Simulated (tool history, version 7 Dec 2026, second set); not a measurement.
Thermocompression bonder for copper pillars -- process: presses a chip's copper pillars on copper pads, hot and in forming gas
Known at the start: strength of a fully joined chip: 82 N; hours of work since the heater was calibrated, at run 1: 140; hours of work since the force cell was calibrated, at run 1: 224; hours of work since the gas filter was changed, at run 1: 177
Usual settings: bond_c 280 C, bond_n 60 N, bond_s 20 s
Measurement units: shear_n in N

run,hour,bond_c,bond_n,bond_s,hours of work since the heater was calibrated,hours of work since the force cell was calibrated,hours of work since the gas filter was changed,shear_n
1,0.0,280,60,20,140,224,177,35.2
2,4.0,280,60,20,142,226,178,36.0
3,8.6,272,60,20,144,228,180,33.1
4,18.3,279,60,20,148,232,184,36.5
5,23.4,263,60,20,150,234,186,29.2
6,27.5,263,60,20,151,235,188,30.6
7,33.7,263,60,20,154,238,190,29.7
8,40.6,263,60,25,157,241,193,32.3
9,45.1,280,60,39,158,242,195,44.1
10,50.0,307,66,13,160,244,197,42.5
11,59.3,263,44,20,164,248,201,22.1
12,64.2,287,43,20,166,250,203,27.6
13,70.6,287,72,20,169,253,205,44.4

Each row is a separate what-if for the run after 13, all from the same tool condition, not one after another. Results?
# hour 73.6: forming gas filter changed
A,79.0,286,41,20,172,256,2,?
# hour 73.6: forming gas filter changed
B,79.0,287,55,11,172,256,2,?
# hour 73.6: forming gas filter changed
C,79.0,270,48,10,172,256,2,?
# hour 73.6: forming gas filter changed
D,79.0,304,72,20,172,256,2,?
# hour 73.6: forming gas filter changed
E,79.0,271,60,20,172,256,2,?

run,shear_n
A,28.2
B,30.4
C,20.9
D,53.8
E,35.3
With no hidden state in the tool, these same runs would have given:
run,shear_n
A,28.3
B,30.5
C,21.0
D,54.0
E,35.5
